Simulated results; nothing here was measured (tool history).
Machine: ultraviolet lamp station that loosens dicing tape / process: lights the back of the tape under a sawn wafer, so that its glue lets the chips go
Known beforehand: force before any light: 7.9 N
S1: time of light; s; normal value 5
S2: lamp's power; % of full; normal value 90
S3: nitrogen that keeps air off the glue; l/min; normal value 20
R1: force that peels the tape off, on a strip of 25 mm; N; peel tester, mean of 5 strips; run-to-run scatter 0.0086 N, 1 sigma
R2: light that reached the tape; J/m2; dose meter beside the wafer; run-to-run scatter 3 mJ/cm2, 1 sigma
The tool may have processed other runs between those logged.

run 1 hour=0 | S1=5 S2=90 S3=20 | R1=0.348 R2=4510
run 2 hour=7.4 | S1=5 S2=98 S3=20 | R1=0.302 R2=4980
run 3 hour=12 | S1=5 S2=90 S3=11 | R1=0.447 R2=4630
run 4 hour=18.9 | S1=5 S2=90 S3=11 | R1=0.435 R2=4590
run 5 hour=26.6 | S1=5 S2=90 S3=35 | R1=0.301 R2=4560
run 6 hour=31.6 | S1=5 S2=90 S3=20 | R1=0.354 R2=4620
run 7 hour=36.2 | S1=5 S2=90 S3=20 | R1=0.359 R2=4600
run 8 hour=45.2 | S1=5 S2=90 S3=20 | R1=0.334 R2=4520
run 9 hour=54.9 | S1=5 S2=90 S3=20 | R1=0.363 R2=4540
run 10 hour=60.6 | S1=5 S2=90 S3=20 | R1=0.336 R2=4580
run 11 hour=65 | S1=8 S2=90 S3=32 | R1=0.163 R2=7320
run 12 hour=69.5 | S1=3 S2=67 S3=9 | R1=2.134 R2=2030
run 13 hour=78.7 | S1=2 S2=95 S3=20 | R1=1.837 R2=1970
run 14 hour=84 | S1=2 S2=95 S3=20 | R1=1.81 R2=1950
run 15 hour=89.4 | S1=2 S2=95 S3=20 | R1=1.742 R2=1920
run 16 hour=94.1 | S1=2 S2=95 S3=20 | R1=1.886 R2=1920
run 17 hour=102.1 | S1=2 S2=95 S3=20 | R1=1.822 R2=1920
run 18 hour=112.2 | S1=2 S2=90 S3=17 | R1=2.032 R2=1810
run 19 hour=118.9 | S1=4 S2=90 S3=7 | R1=0.877 R2=3660
run 20 hour=127.9 | S1=2 S2=95 S3=18 | R1=1.872 R2=1990

Here are 5 independent what-if runs from the current tool condition. What would each one return?
run A hour=133.3 | S1=5 S2=90 S3=32 | R1=? R2=?
run B hour=133.3 | S1=2 S2=75 S3=11 | R1=? R2=?
run C hour=133.3 | S1=3 S2=90 S3=9 | R1=? R2=?
run D hour=133.3 | S1=5 S2=90 S3=21 | R1=? R2=?
run E hour=133.3 | S1=2 S2=90 S3=20 | R1=? R2=?

run=A R1=0.301 R2=4580
run=B R1=2.685 R2=1510
run=C R1=1.328 R2=2750
run=D R1=0.347 R2=4600
run=E R1=1.862 R2=1800
With no hidden state in the tool, these same runs would have given:
run=A R1=0.3 R2=4590
run=B R1=2.683 R2=1520
run=C R1=1.326 R2=2760
run=D R1=0.347 R2=4600
run=E R1=1.86 R2=1800
